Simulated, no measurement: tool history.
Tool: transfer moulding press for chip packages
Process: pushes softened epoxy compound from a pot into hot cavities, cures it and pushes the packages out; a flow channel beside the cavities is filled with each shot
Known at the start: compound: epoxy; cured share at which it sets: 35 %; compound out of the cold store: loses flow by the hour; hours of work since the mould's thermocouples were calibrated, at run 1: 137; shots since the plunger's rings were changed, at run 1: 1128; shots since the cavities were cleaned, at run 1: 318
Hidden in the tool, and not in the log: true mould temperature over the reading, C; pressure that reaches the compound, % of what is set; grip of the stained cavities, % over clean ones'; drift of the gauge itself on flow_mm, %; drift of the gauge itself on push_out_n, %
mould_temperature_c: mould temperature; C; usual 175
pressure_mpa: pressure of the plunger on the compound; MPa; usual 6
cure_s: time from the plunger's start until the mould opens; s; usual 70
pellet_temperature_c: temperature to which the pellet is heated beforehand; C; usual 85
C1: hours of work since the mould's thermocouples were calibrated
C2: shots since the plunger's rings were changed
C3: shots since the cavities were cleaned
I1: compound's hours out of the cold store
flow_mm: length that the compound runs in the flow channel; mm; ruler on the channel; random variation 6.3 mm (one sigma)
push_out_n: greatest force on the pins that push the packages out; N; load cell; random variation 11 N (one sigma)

run 1 hour=0 | mould_temperature_c=175 pressure_mpa=6 cure_s=70 pellet_temperature_c=85 | C1=137 C2=1128 C3=318 | I1=40.5 | flow_mm=698 push_out_n=501
run 2 hour=13.5 | mould_temperature_c=175 pressure_mpa=6 cure_s=70 pellet_temperature_c=85 | C1=143 C2=1277 C3=467 | I1=9.8 | flow_mm=775 push_out_n=531
-- hour=31.5 cavities cleaned with cleaning compound and waxed
run 3 hour=33.4 | mould_temperature_c=175 pressure_mpa=6 cure_s=70 pellet_temperature_c=85 | C1=152 C2=1481 C3=21 | I1=8.6 | flow_mm=778 push_out_n=541
run 4 hour=49.8 | mould_temperature_c=175 pressure_mpa=6 cure_s=70 pellet_temperature_c=85 | C1=159 C2=1663 C3=203 | I1=11.5 | flow_mm=780 push_out_n=521
run 5 hour=59.2 | mould_temperature_c=175 pressure_mpa=4.67 cure_s=70 pellet_temperature_c=85 | C1=164 C2=1767 C3=307 | I1=42.8 | flow_mm=624 push_out_n=502
run 6 hour=79.6 | mould_temperature_c=175 pressure_mpa=4.67 cure_s=70 pellet_temperature_c=85 | C1=173 C2=1993 C3=533 | I1=42.8 | flow_mm=621 push_out_n=504
-- hour=91.7 cavities cleaned with cleaning compound and waxed
run 7 hour=91.7 | mould_temperature_c=175 pressure_mpa=4.67 cure_s=70 pellet_temperature_c=85 | C1=178 C2=2110 C3=0 | I1=25.3 | flow_mm=663 push_out_n=519
run 8 hour=109 | mould_temperature_c=175 pressure_mpa=6 cure_s=70 pellet_temperature_c=85 | C1=187 C2=2302 C3=192 | I1=46.4 | flow_mm=685 push_out_n=478
run 9 hour=126 | mould_temperature_c=175 pressure_mpa=6 cure_s=70 pellet_temperature_c=85 | C1=195 C2=2491 C3=381 | I1=22.1 | flow_mm=758 push_out_n=516
run 10 hour=145.5 | mould_temperature_c=175 pressure_mpa=4.85 cure_s=68 pellet_temperature_c=77 | C1=204 C2=2707 C3=597 | I1=29.9 | flow_mm=661 push_out_n=556
-- hour=151.6 cavities cleaned with cleaning compound and waxed
run 11 hour=159.2 | mould_temperature_c=175 pressure_mpa=4.85 cure_s=68 pellet_temperature_c=77 | C1=209 C2=2842 C3=84 | I1=28.5 | flow_mm=660 push_out_n=543
run 12 hour=176.8 | mould_temperature_c=175 pressure_mpa=4.85 cure_s=79 pellet_temperature_c=78 | C1=218 C2=3038 C3=280 | I1=44.3 | flow_mm=620 push_out_n=396
run 13 hour=186.3 | mould_temperature_c=175 pressure_mpa=6 cure_s=70 pellet_temperature_c=79 | C1=222 C2=3143 C3=385 | I1=44.7 | flow_mm=691 push_out_n=496
run 14 hour=198 | mould_temperature_c=183 pressure_mpa=6 cure_s=70 pellet_temperature_c=85 | C1=228 C2=3272 C3=514 | I1=25.8 | flow_mm=730 push_out_n=370
-- hour=212.2 cavities cleaned with cleaning compound and waxed
run 15 hour=216.9 | mould_temperature_c=183 pressure_mpa=6 cure_s=70 pellet_temperature_c=85 | C1=236 C2=3465 C3=53 | I1=10.4 | flow_mm=774 push_out_n=372
run 16 hour=232.6 | mould_temperature_c=183 pressure_mpa=6 cure_s=70 pellet_temperature_c=85 | C1=243 C2=3639 C3=227 | I1=21.2 | flow_mm=740 push_out_n=379
-- hour=243.1 plunger's sealing rings changed
run 17 hour=245.6 | mould_temperature_c=183 pressure_mpa=6 cure_s=70 pellet_temperature_c=85 | C1=248 C2=28 C3=343 | I1=28.4 | flow_mm=718 push_out_n=367

5 ways to go on from here, each from the tool as it stands after run 17. What would each give?
run A hour=267.2 | mould_temperature_c=175 pressure_mpa=5.54 cure_s=70 pellet_temperature_c=85 | C1=258 C2=267 C3=582 | I1=13.5 | flow_mm=? push_out_n=?
run B hour=267.2 | mould_temperature_c=175 pressure_mpa=4.82 cure_s=70 pellet_temperature_c=81 | C1=258 C2=267 C3=582 | I1=47.3 | flow_mm=? push_out_n=?
run C hour=267.2 | mould_temperature_c=183 pressure_mpa=5.99 cure_s=82 pellet_temperature_c=86 | C1=258 C2=267 C3=582 | I1=42.7 | flow_mm=? push_out_n=?
run D hour=267.2 | mould_temperature_c=175 pressure_mpa=6 cure_s=70 pellet_temperature_c=83 | C1=258 C2=267 C3=582 | I1=11.3 | flow_mm=? push_out_n=?
run E hour=267.2 | mould_temperature_c=175 pressure_mpa=5.08 cure_s=75 pellet_temperature_c=75 | C1=258 C2=267 C3=582 | I1=28.1 | flow_mm=? push_out_n=?

run=A flow_mm=737 push_out_n=521
run=B flow_mm=616 push_out_n=493
run=C flow_mm=683 push_out_n=340
run=D flow_mm=770 push_out_n=568
run=E flow_mm=677 push_out_n=452
Without the tool's hidden state the same runs would have given:
run=A flow_mm=737 push_out_n=515
run=B flow_mm=617 push_out_n=487
run=C flow_mm=683 push_out_n=336
run=D flow_mm=770 push_out_n=561
run=E flow_mm=677 push_out_n=447

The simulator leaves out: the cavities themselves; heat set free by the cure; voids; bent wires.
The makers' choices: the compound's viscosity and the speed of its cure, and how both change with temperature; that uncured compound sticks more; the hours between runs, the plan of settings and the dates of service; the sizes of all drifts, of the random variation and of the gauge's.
